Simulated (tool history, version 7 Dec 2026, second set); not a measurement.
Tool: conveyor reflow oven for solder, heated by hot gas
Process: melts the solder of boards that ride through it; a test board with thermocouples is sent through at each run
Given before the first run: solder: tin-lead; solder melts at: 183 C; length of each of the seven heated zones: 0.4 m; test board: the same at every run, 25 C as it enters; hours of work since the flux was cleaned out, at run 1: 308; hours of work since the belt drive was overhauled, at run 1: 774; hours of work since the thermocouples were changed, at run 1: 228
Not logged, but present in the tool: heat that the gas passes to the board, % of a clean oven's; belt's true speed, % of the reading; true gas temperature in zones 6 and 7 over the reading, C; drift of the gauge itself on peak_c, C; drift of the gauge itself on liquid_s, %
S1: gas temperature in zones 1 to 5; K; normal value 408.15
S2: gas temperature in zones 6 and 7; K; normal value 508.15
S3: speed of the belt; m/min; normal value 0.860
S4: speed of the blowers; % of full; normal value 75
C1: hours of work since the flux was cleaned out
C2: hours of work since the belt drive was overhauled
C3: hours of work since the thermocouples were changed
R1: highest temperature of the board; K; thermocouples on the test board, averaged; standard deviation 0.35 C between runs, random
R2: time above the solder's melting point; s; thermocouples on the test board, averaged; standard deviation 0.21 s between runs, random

{"run": 1, "hour": 0.0, "S1": 408.15, "S2": 508.15, "S3": 0.86, "S4": 75, "C1": 308, "C2": 774, "C3": 228, "R1": 490.25, "R2": 40.5}
{"run": 2, "hour": 34.6, "S1": 408.15, "S2": 508.15, "S3": 0.86, "S4": 75, "C1": 329, "C2": 794, "C3": 248, "R1": 489.35, "R2": 40.7}
{"hour": 52.0, "done": "flux residue cleaned out of gas plates and filters"}
{"run": 3, "hour": 71.6, "S1": 408.15, "S2": 508.15, "S3": 0.86, "S4": 75, "C1": 12, "C2": 813, "C3": 267, "R1": 490.65, "R2": 42.0}
{"run": 4, "hour": 103.6, "S1": 408.15, "S2": 508.15, "S3": 0.86, "S4": 75, "C1": 31, "C2": 832, "C3": 286, "R1": 490.75, "R2": 41.9}
{"run": 5, "hour": 132.3, "S1": 408.15, "S2": 508.15, "S3": 0.869, "S4": 75, "C1": 48, "C2": 849, "C3": 303, "R1": 490.75, "R2": 41.1}
{"run": 6, "hour": 159.8, "S1": 408.15, "S2": 508.15, "S3": 0.86, "S4": 75, "C1": 64, "C2": 866, "C3": 320, "R1": 491.05, "R2": 41.5}
{"run": 7, "hour": 183.6, "S1": 408.15, "S2": 499.15, "S3": 0.86, "S4": 75, "C1": 78, "C2": 880, "C3": 334, "R1": 482.45, "R2": 36.8}
{"run": 8, "hour": 215.3, "S1": 408.15, "S2": 499.15, "S3": 0.86, "S4": 75, "C1": 97, "C2": 899, "C3": 353, "R1": 482.15, "R2": 36.7}
{"run": 9, "hour": 238.3, "S1": 408.15, "S2": 508.15, "S3": 0.86, "S4": 75, "C1": 111, "C2": 912, "C3": 367, "R1": 490.45, "R2": 41.6}
{"run": 10, "hour": 275.2, "S1": 408.15, "S2": 508.15, "S3": 0.86, "S4": 75, "C1": 133, "C2": 934, "C3": 389, "R1": 489.95, "R2": 41.6}
{"run": 11, "hour": 296.2, "S1": 408.15, "S2": 508.15, "S3": 0.86, "S4": 75, "C1": 145, "C2": 947, "C3": 401, "R1": 490.75, "R2": 40.9}
{"run": 12, "hour": 338.9, "S1": 408.15, "S2": 503.15, "S3": 0.86, "S4": 75, "C1": 171, "C2": 972, "C3": 426, "R1": 486.35, "R2": 38.7}
{"run": 13, "hour": 379.9, "S1": 408.15, "S2": 503.15, "S3": 0.86, "S4": 75, "C1": 195, "C2": 997, "C3": 451, "R1": 485.95, "R2": 38.3}
{"run": 14, "hour": 421.0, "S1": 408.15, "S2": 503.15, "S3": 0.86, "S4": 75, "C1": 220, "C2": 1021, "C3": 475, "R1": 485.65, "R2": 38.8}
{"run": 15, "hour": 441.4, "S1": 408.15, "S2": 508.15, "S3": 0.86, "S4": 75, "C1": 232, "C2": 1033, "C3": 487, "R1": 489.55, "R2": 40.8}
{"run": 16, "hour": 468.4, "S1": 408.15, "S2": 508.15, "S3": 0.86, "S4": 75, "C1": 248, "C2": 1049, "C3": 504, "R1": 490.05, "R2": 41.0}
{"run": 17, "hour": 497.9, "S1": 408.15, "S2": 508.15, "S3": 0.86, "S4": 75, "C1": 265, "C2": 1067, "C3": 521, "R1": 490.15, "R2": 40.9}
{"run": 18, "hour": 522.2, "S1": 403.15, "S2": 509.15, "S3": 0.86, "S4": 61, "C1": 280, "C2": 1081, "C3": 536, "R1": 486.25, "R2": 36.9}
{"run": 19, "hour": 541.6, "S1": 403.15, "S2": 509.15, "S3": 0.86, "S4": 61, "C1": 291, "C2": 1093, "C3": 547, "R1": 485.85, "R2": 37.4}
{"run": 20, "hour": 568.1, "S1": 418.15, "S2": 519.15, "S3": 0.779, "S4": 83, "C1": 307, "C2": 1109, "C3": 563, "R1": 505.35, "R2": 56.5}
{"run": 21, "hour": 606.1, "S1": 418.15, "S2": 519.15, "S3": 0.779, "S4": 83, "C1": 330, "C2": 1131, "C3": 585, "R1": 504.65, "R2": 56.0}
{"hour": 620.0, "done": "flux residue cleaned out of gas plates and filters"}
{"run": 22, "hour": 650.3, "S1": 408.15, "S2": 508.15, "S3": 0.898, "S4": 76, "C1": 18, "C2": 1155, "C3": 609, "R1": 489.45, "R2": 39.4}
{"run": 23, "hour": 689.2, "S1": 410.15, "S2": 508.15, "S3": 1.023, "S4": 75, "C1": 41, "C2": 1178, "C3": 632, "R1": 484.95, "R2": 31.6}
{"run": 24, "hour": 721.2, "S1": 423.15, "S2": 510.15, "S3": 0.804, "S4": 75, "C1": 60, "C2": 1197, "C3": 651, "R1": 496.95, "R2": 52.9}
{"run": 25, "hour": 762.8, "S1": 423.15, "S2": 510.15, "S3": 0.804, "S4": 75, "C1": 85, "C2": 1222, "C3": 676, "R1": 496.65, "R2": 52.5}
{"run": 26, "hour": 794.4, "S1": 412.15, "S2": 508.15, "S3": 0.86, "S4": 75, "C1": 104, "C2": 1241, "C3": 695, "R1": 490.05, "R2": 43.4}
{"run": 27, "hour": 834.7, "S1": 412.15, "S2": 503.15, "S3": 0.86, "S4": 57, "C1": 128, "C2": 1264, "C3": 719, "R1": 482.85, "R2": 36.5}
{"run": 28, "hour": 853.6, "S1": 395.15, "S2": 508.15, "S3": 0.85, "S4": 57, "C1": 139, "C2": 1276, "C3": 730, "R1": 483.35, "R2": 33.3}
{"run": 29, "hour": 896.6, "S1": 408.15, "S2": 508.15, "S3": 0.759, "S4": 87, "C1": 165, "C2": 1301, "C3": 755, "R1": 496.75, "R2": 51.3}
{"run": 30, "hour": 929.1, "S1": 408.15, "S2": 499.15, "S3": 0.759, "S4": 64, "C1": 184, "C2": 1321, "C3": 775, "R1": 483.85, "R2": 42.9}

For some of the steps in R1 from one run to the next: how much would appear even if the tool had no hidden state, given the settings, what came in and random variation, and how much remains for the hidden state plus any gauge scatter that the measured result and the result without hidden state don't share?
Run 2 -> 3: flux residue cleaned out of gas plates and filters. R1 +1.30 K: hidden state +1.40, all else -0.10.
Run 19 -> 20: S1 403.15 -> 418.15, S2 509.15 -> 519.15, S3 0.860 -> 0.779, S4 61 -> 83. R1 +19.50 K: hidden state +0.00, all else +19.50.
Run 21 -> 22: S1 418.15 -> 408.15, S2 519.15 -> 508.15, S3 0.779 -> 0.898, S4 83 -> 76, flux residue cleaned out of gas plates and filters. R1 -15.20 K: hidden state +1.20, all else -16.40.
Run 28 -> 29: S1 395.15 -> 408.15, S3 0.850 -> 0.759, S4 57 -> 87. R1 +13.40 K: hidden state -0.30, all else +13.70.
